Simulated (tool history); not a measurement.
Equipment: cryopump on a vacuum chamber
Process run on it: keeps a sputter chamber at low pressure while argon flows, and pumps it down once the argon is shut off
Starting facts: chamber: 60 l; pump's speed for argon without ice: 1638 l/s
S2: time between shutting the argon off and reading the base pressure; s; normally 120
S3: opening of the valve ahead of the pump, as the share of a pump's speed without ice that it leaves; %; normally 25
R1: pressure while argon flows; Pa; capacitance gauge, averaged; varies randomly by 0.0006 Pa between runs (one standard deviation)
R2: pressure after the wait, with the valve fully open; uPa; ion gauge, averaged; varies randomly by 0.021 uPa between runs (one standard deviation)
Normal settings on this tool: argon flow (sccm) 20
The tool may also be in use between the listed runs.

run 1 hour=0.0 | argon_flow_(sccm)=20 S2=120 S3=25 | R1=0.0837 R2=0.83
run 2 hour=17.9 | argon_flow_(sccm)=11 S2=120 S3=25 | R1=0.0464 R2=0.74
run 3 hour=37.5 | argon_flow_(sccm)=11 S2=120 S3=25 | R1=0.0465 R2=0.79
run 4 hour=56.1 | argon_flow_(sccm)=11 S2=120 S3=25 | R1=0.0456 R2=0.84
run 5 hour=73.5 | argon_flow_(sccm)=20 S2=120 S3=25 | R1=0.0831 R2=0.81
run 6 hour=104.6 | argon_flow_(sccm)=14 S2=120 S3=25 | R1=0.0584 R2=0.79
run 7 hour=129.6 | argon_flow_(sccm)=20 S2=120 S3=25 | R1=0.0846 R2=0.81
run 8 hour=156.2 | argon_flow_(sccm)=20 S2=120 S3=25 | R1=0.0838 R2=0.76
run 9 hour=186.8 | argon_flow_(sccm)=20 S2=120 S3=25 | R1=0.0841 R2=0.83
run 10 hour=205.1 | argon_flow_(sccm)=20 S2=120 S3=25 | R1=0.0844 R2=0.84
run 11 hour=219.7 | argon_flow_(sccm)=20 S2=120 S3=25 | R1=0.0844 R2=0.84
run 12 hour=233.9 | argon_flow_(sccm)=20 S2=58 S3=25 | R1=0.0838 R2=1.02
run 13 hour=253.1 | argon_flow_(sccm)=14 S2=120 S3=25 | R1=0.0588 R2=0.81
run 14 hour=283.8 | argon_flow_(sccm)=20 S2=34 S3=25 | R1=0.0842 R2=1.24
run 15 hour=301.3 | argon_flow_(sccm)=20 S2=34 S3=25 | R1=0.0844 R2=1.26
run 16 hour=319.6 | argon_flow_(sccm)=20 S2=34 S3=38 | R1=0.0568 R2=1.23
run 17 hour=335.2 | argon_flow_(sccm)=20 S2=34 S3=38 | R1=0.0568 R2=1.24
run 18 hour=348.5 | argon_flow_(sccm)=20 S2=120 S3=25 | R1=0.0849 R2=0.81
run 19 hour=368.0 | argon_flow_(sccm)=20 S2=226 S3=54 | R1=0.0405 R2=0.79
run 20 hour=397.8 | argon_flow_(sccm)=20 S2=297 S3=34 | R1=0.0623 R2=0.72
run 21 hour=420.4 | argon_flow_(sccm)=10 S2=24 S3=20 | R1=0.0530 R2=1.50
run 22 hour=451.3 | argon_flow_(sccm)=10 S2=24 S3=20 | R1=0.0530 R2=1.51
run 23 hour=479.0 | argon_flow_(sccm)=10 S2=24 S3=20 | R1=0.0518 R2=1.50
run 24 hour=510.2 | argon_flow_(sccm)=11 S2=55 S3=51 | R1=0.0244 R2=1.06
run 25 hour=541.9 | argon_flow_(sccm)=25 S2=74 S3=39 | R1=0.0692 R2=0.99
run 26 hour=558.4 | argon_flow_(sccm)=25 S2=74 S3=39 | R1=0.0696 R2=0.95
run 27 hour=582.6 | argon_flow_(sccm)=25 S2=74 S3=39 | R1=0.0685 R2=1.00
run 28 hour=602.8 | argon_flow_(sccm)=35 S2=25 S3=24 | R1=0.1542 R2=1.52
run 29 hour=623.7 | argon_flow_(sccm)=25 S2=154 S3=24 | R1=0.1115 R2=0.89
run 30 hour=639.4 | argon_flow_(sccm)=18 S2=120 S3=25 | R1=0.0765 R2=0.90
run 31 hour=668.2 | argon_flow_(sccm)=23 S2=24 S3=20 | R1=0.1210 R2=1.53
run 32 hour=689.2 | argon_flow_(sccm)=20 S2=120 S3=20 | R1=0.1058 R2=0.83
run 33 hour=703.4 | argon_flow_(sccm)=39 S2=120 S3=41 | R1=0.1032 R2=0.88
run 34 hour=721.8 | argon_flow_(sccm)=9 S2=74 S3=38 | R1=0.0260 R2=1.00
run 35 hour=749.7 | argon_flow_(sccm)=20 S2=24 S3=47 | R1=0.0477 R2=1.54

Forecast each of these 3 alternatives for the next run:
run A hour=776.1 | argon_flow_(sccm)=10 S2=120 S3=24 | R1=? R2=?
run B hour=776.1 | argon_flow_(sccm)=20 S2=39 S3=33 | R1=? R2=?
run C hour=776.1 | argon_flow_(sccm)=20 S2=240 S3=47 | R1=? R2=?

run=A R1=0.0446 R2=0.92
run=B R1=0.0648 R2=1.29
run=C R1=0.0468 R2=0.81
With the hidden condition removed and each run's random variation left untouched, the same runs would have given:
run=A R1=0.0430 R2=0.36
run=B R1=0.0617 R2=0.74
run=C R1=0.0437 R2=0.24
